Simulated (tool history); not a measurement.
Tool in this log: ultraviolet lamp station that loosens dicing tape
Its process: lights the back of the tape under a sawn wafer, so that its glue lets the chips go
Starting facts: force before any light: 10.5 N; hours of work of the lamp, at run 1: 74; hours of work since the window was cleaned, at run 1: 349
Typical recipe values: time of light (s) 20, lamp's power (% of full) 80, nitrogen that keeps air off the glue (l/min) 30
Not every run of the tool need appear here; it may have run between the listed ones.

run,hour,time of light (s),lamp's power (% of full),nitrogen that keeps air off the glue (l/min),hours of work of the lamp,hours of work since the window was cleaned,force that peels the tape off (N),light that reached the tape (mJ/cm²)
1,0,20,80,30,74,349,1.24,336
2,29.5,20,80,30,93,368,1.206,333
3,54.4,14,80,30,109,384,2.274,236
# hour 58.9: window cleaned of glue's vapour
4,81.7,16,80,30,126,15,1.845,270
5,107.9,20,80,30,143,32,1.219,342
6,127.8,20,80,30,156,44,1.253,335
7,152.6,20,80,30,172,60,1.207,331
8,168.1,20,80,30,182,70,1.255,337
9,188,20,80,30,195,83,1.235,335
10,202.1,20,71,30,204,92,1.522,296
11,218.1,20,80,30,214,103,1.269,340
12,241,20,80,30,229,117,1.205,336
13,265.4,20,80,30,245,133,1.185,338
14,286.6,20,80,30,258,147,1.231,338
15,311.2,20,80,30,274,163,1.254,336
16,330.2,20,80,30,287,175,1.191,331
17,355.3,20,80,30,303,191,1.23,340
18,378.9,20,80,30,318,206,1.204,334
19,404,20,80,30,334,222,1.216,338
20,432.9,20,80,30,353,241,1.253,333
21,454.9,20,80,30,367,255,1.197,332
22,471.1,20,64,30,377,266,1.864,262
23,494.9,20,64,30,393,281,1.934,270
24,513.3,11,73,11,404,293,4.668,168
25,534.3,13,81,44,418,306,2.251,221
26,552.7,24,91,15,430,318,0.91,457
27,569.1,24,91,15,440,329,0.866,463
28,598.9,24,91,44,460,348,0.505,459
29,628.3,37,63,40,479,367,0.414,487
30,650.6,15,61,52,493,381,2.584,193
# hour 659: window cleaned of glue's vapour
31,664.9,12,66,52,502,4,3.252,169
32,683.3,12,66,52,514,16,3.194,164
33,708.2,18,78,38,530,32,1.465,293
34,721.4,18,78,38,538,40,1.442,293
35,748.8,20,83,25,556,58,1.202,348
36,776.2,20,83,25,573,76,1.254,351

Estimate the outcome of run 37 from the log above:
37,795.6,11,80,30,586,88,?,?

For run 37 the tool returned force that peels the tape off (N) 3.037, light that reached the tape (mJ/cm²) 183.
On a tool with no hidden condition, and with the same random variation, this run would have come out at force that peels the tape off (N) 3.029, light that reached the tape (mJ/cm²) 184.
